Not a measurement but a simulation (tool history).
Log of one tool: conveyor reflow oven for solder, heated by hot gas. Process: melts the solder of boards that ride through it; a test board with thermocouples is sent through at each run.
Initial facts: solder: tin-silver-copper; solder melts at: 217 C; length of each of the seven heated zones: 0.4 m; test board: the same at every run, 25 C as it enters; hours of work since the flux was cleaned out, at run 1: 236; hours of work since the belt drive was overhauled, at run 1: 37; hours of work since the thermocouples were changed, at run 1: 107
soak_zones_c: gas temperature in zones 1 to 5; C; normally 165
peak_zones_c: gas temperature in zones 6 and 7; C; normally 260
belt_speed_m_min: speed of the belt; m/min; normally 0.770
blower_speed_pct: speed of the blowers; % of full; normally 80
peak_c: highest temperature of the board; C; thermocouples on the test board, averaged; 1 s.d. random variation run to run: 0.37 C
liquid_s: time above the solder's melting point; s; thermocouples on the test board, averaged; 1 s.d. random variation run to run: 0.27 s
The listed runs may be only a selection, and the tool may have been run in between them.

| run | day | soak_zones_c | peak_zones_c | belt_speed_m_min | blower_speed_pct | hours of work since the flux was cleaned out | hours of work since the belt drive was overhauled | hours of work since the thermocouples were changed | peak_c | liquid_s |
|---|---|---|---|---|---|---|---|---|---|---|
| 1 | 0.000 | 165 | 260 | 0.770 | 80 | 236 | 37 | 107 | 246.5 | 41.3 |
| 2 | 0.504 | 165 | 260 | 0.770 | 60 | 246 | 46 | 117 | 242.5 | 37.3 |
| 3 | 0.929 | 165 | 260 | 0.867 | 60 | 253 | 54 | 124 | 238.5 | 28.9 |
| 4 | 1.188 | 165 | 249 | 0.867 | 60 | 258 | 58 | 129 | 229.3 | 19.5 |
| 5 | 1.458 | 165 | 249 | 0.867 | 60 | 263 | 63 | 134 | 229.5 | 20.0 |
| 6 | 1.767 | 165 | 260 | 0.809 | 80 | 268 | 69 | 139 | 244.8 | 38.0 |
| 7 | 2.029 | 165 | 267 | 0.770 | 80 | 273 | 74 | 144 | 252.6 | 44.9 |
| 8 | 2.342 | 165 | 260 | 0.770 | 80 | 279 | 79 | 150 | 245.9 | 41.2 |
| 9 | 2.875 | 165 | 260 | 0.770 | 80 | 289 | 89 | 160 | 245.6 | 40.8 |
| 10 | 3.121 | 165 | 260 | 0.770 | 80 | 293 | 94 | 164 | 246.4 | 40.9 |
| 11 | 3.621 | 165 | 260 | 0.770 | 80 | 302 | 103 | 173 | 245.9 | 41.3 |
| 12 | 4.004 | 153 | 260 | 0.770 | 80 | 309 | 110 | 180 | 244.1 | 37.0 |
| 13 | 4.262 | 151 | 260 | 0.770 | 80 | 314 | 114 | 185 | 244.2 | 36.4 |
| 14 | 4.771 | 151 | 260 | 0.770 | 80 | 323 | 124 | 194 | 244.2 | 35.6 |
| 15 | 5.296 | 165 | 260 | 0.652 | 80 | 333 | 133 | 203 | 249.9 | 53.1 |
| 16 | 5.567 | 176 | 255 | 0.770 | 80 | 338 | 138 | 208 | 243.2 | 41.7 |
| 17 | 6.096 | 176 | 255 | 0.715 | 80 | 347 | 148 | 218 | 245.2 | 47.6 |
| 18 | 6.500 | 165 | 257 | 0.770 | 88 | 355 | 155 | 225 | 244.3 | 40.3 |
| 19 | 6.742 | 162 | 255 | 0.785 | 57 | 359 | 159 | 230 | 235.5 | 29.1 |
| 20 | 6.975 | 167 | 255 | 0.785 | 57 | 363 | 164 | 234 | 237.0 | 31.4 |
| 21 | 7.304 | 165 | 260 | 0.699 | 52 | 369 | 170 | 240 | 243.0 | 41.8 |
| 22 | 7.733 | 161 | 260 | 0.770 | 52 | 377 | 177 | 248 | 239.0 | 32.1 |
| 23 | 8.162 | 179 | 274 | 0.770 | 72 | 385 | 185 | 256 | 259.2 | 51.6 |
| 24 | 8.450 | 179 | 250 | 0.770 | 72 | 390 | 190 | 261 | 238.3 | 38.2 |
| 25 | 8.929 | 166 | 260 | 0.770 | 80 | 399 | 199 | 270 | 245.9 | 41.0 |
| 26 | 9.333 | 172 | 260 | 0.853 | 80 | 406 | 206 | 277 | 244.4 | 35.9 |

Predict the results of run 27:
| 27 | 9.896 | 169 | 266 | 0.801 | 58 | 416 | 217 | 287 | ? | ? |

peak_c: 246.2 C
liquid_s: 38.6 s
Without the tool's hidden state the same run would have given peak_c 248.1 C, liquid_s 40.1 s.

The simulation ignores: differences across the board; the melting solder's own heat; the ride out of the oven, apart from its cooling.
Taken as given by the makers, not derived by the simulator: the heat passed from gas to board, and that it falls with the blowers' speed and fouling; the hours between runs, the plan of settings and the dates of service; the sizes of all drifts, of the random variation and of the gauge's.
